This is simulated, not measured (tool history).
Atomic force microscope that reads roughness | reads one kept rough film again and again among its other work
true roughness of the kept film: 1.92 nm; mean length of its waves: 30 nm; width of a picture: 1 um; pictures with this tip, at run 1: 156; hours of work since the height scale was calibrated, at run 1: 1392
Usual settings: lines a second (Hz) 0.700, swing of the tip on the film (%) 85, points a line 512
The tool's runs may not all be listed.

| run | day | lines a second (Hz) | swing of the tip on the film (%) | points a line | pictures with this tip | hours of work since the height scale was calibrated | roughness of the kept film (nm (root mean square)) |
|---|---|---|---|---|---|---|---|
| 1 | 0.000 | 0.700 | 85 | 512 | 156 | 1392 | 1.477 |
| 2 | 2.200 | 0.700 | 85 | 512 | 218 | 1427 | 1.414 |
|  | 2.317 | new tip fitted |
|  | 3.075 | height scale calibrated on a step standard |
| 3 | 3.521 | 0.700 | 85 | 512 | 32 | 7 | 1.657 |
| 4 | 4.550 | 0.700 | 85 | 512 | 61 | 23 | 1.612 |
| 5 | 6.192 | 0.700 | 85 | 512 | 107 | 49 | 1.534 |
| 6 | 7.133 | 0.700 | 85 | 512 | 133 | 63 | 1.511 |
| 7 | 8.358 | 0.700 | 85 | 364 | 167 | 82 | 1.463 |
| 8 | 9.525 | 1.871 | 85 | 364 | 200 | 101 | 1.301 |
|  | 10.262 | new tip fitted |
| 9 | 11.558 | 1.871 | 85 | 364 | 36 | 132 | 1.490 |
| 10 | 13.212 | 0.700 | 85 | 512 | 82 | 158 | 1.561 |
| 11 | 15.500 | 0.700 | 85 | 512 | 146 | 193 | 1.471 |
| 12 | 17.208 | 0.700 | 85 | 260 | 194 | 220 | 1.392 |
|  | 18.221 | new tip fitted |
| 13 | 18.517 | 0.700 | 74 | 512 | 8 | 240 | 1.726 |
| 14 | 19.558 | 0.700 | 74 | 512 | 37 | 256 | 1.670 |
| 15 | 21.583 | 0.700 | 74 | 512 | 94 | 288 | 1.581 |
| 16 | 23.783 | 0.700 | 64 | 512 | 155 | 322 | 1.534 |
| 17 | 25.342 | 0.700 | 64 | 512 | 199 | 347 | 1.463 |
|  | 26.304 | new tip fitted |
| 18 | 26.788 | 0.700 | 85 | 512 | 13 | 369 | 1.686 |
| 19 | 28.746 | 0.700 | 85 | 512 | 68 | 399 | 1.588 |
| 20 | 30.996 | 0.700 | 88 | 512 | 131 | 434 | 1.493 |
| 21 | 33.329 | 0.700 | 88 | 512 | 196 | 471 | 1.396 |
|  | 34.250 | new tip fitted |
| 22 | 34.975 | 0.700 | 88 | 512 | 21 | 496 | 1.631 |
| 23 | 36.054 | 0.692 | 85 | 512 | 51 | 513 | 1.625 |
| 24 | 37.312 | 0.692 | 85 | 512 | 86 | 533 | 1.568 |
| 25 | 38.667 | 0.692 | 85 | 512 | 124 | 554 | 1.501 |
| 26 | 40.500 | 0.692 | 85 | 512 | 175 | 582 | 1.433 |
|  | 42.275 | new tip fitted |
| 27 | 42.296 | 0.692 | 85 | 512 | 0 | 610 | 1.695 |
| 28 | 44.583 | 3.967 | 85 | 353 | 64 | 646 | 1.270 |
| 29 | 45.896 | 3.013 | 85 | 353 | 101 | 666 | 1.287 |
| 30 | 47.596 | 1.265 | 85 | 353 | 148 | 693 | 1.389 |
| 31 | 49.292 | 2.385 | 66 | 657 | 196 | 719 | 1.387 |
|  | 50.338 | new tip fitted |
| 32 | 51.475 | 3.022 | 85 | 1022 | 31 | 753 | 1.392 |
| 33 | 52.792 | 0.835 | 78 | 631 | 68 | 773 | 1.577 |
| 34 | 53.783 | 0.700 | 85 | 442 | 96 | 789 | 1.524 |
| 35 | 54.725 | 0.726 | 85 | 573 | 122 | 803 | 1.462 |
| 36 | 56.883 | 0.726 | 85 | 573 | 182 | 837 | 1.401 |
|  | 58.358 | new tip fitted |
| 37 | 58.400 | 0.700 | 56 | 800 | 1 | 860 | 1.754 |
| 38 | 59.375 | 2.800 | 63 | 992 | 28 | 876 | 1.620 |
| 39 | 61.625 | 2.800 | 63 | 992 | 91 | 911 | 1.531 |
| 40 | 63.675 | 3.605 | 58 | 360 | 149 | 943 | 1.462 |
| 41 | 65.708 | 3.605 | 58 | 360 | 205 | 974 | 1.379 |
|  | 66.442 | new tip fitted |
| 42 | 67.221 | 3.605 | 58 | 360 | 22 | 998 | 1.612 |
| 43 | 69.383 | 3.605 | 58 | 360 | 82 | 1031 | 1.537 |
| 44 | 71.162 | 3.605 | 58 | 360 | 132 | 1059 | 1.473 |
| 45 | 72.879 | 1.790 | 63 | 458 | 180 | 1086 | 1.430 |
| 46 | 74.096 | 1.790 | 63 | 458 | 214 | 1105 | 1.392 |
|  | 74.312 | new tip fitted |
| 47 | 75.475 | 1.790 | 63 | 458 | 32 | 1126 | 1.656 |
| 48 | 77.025 | 0.700 | 61 | 284 | 75 | 1150 | 1.588 |
| 49 | 78.338 | 0.559 | 67 | 548 | 112 | 1171 | 1.556 |
| 50 | 80.379 | 1.851 | 85 | 301 | 169 | 1202 | 1.301 |
|  | 82.283 | new tip fitted |
| 51 | 82.379 | 1.851 | 79 | 642 | 2 | 1233 | 1.579 |

3 ways to go on from here, each from the tool as it stands after run 51. What would each give?
| A | 83.871 | 0.974 | 76 | 512 | 44 | 1257 | ? |
| B | 83.871 | 1.424 | 87 | 729 | 44 | 1257 | ? |
| C | 83.871 | 1.708 | 79 | 932 | 44 | 1257 | ? |

| run | roughness of the kept film (nm (root mean square)) |
|---|---|
| A | 1.591 |
| B | 1.499 |
| C | 1.531 |
Without the tool's hidden state the same runs would have given:
| run | roughness of the kept film (nm (root mean square)) |
|---|---|
| A | 1.717 |
| B | 1.618 |
| C | 1.653 |

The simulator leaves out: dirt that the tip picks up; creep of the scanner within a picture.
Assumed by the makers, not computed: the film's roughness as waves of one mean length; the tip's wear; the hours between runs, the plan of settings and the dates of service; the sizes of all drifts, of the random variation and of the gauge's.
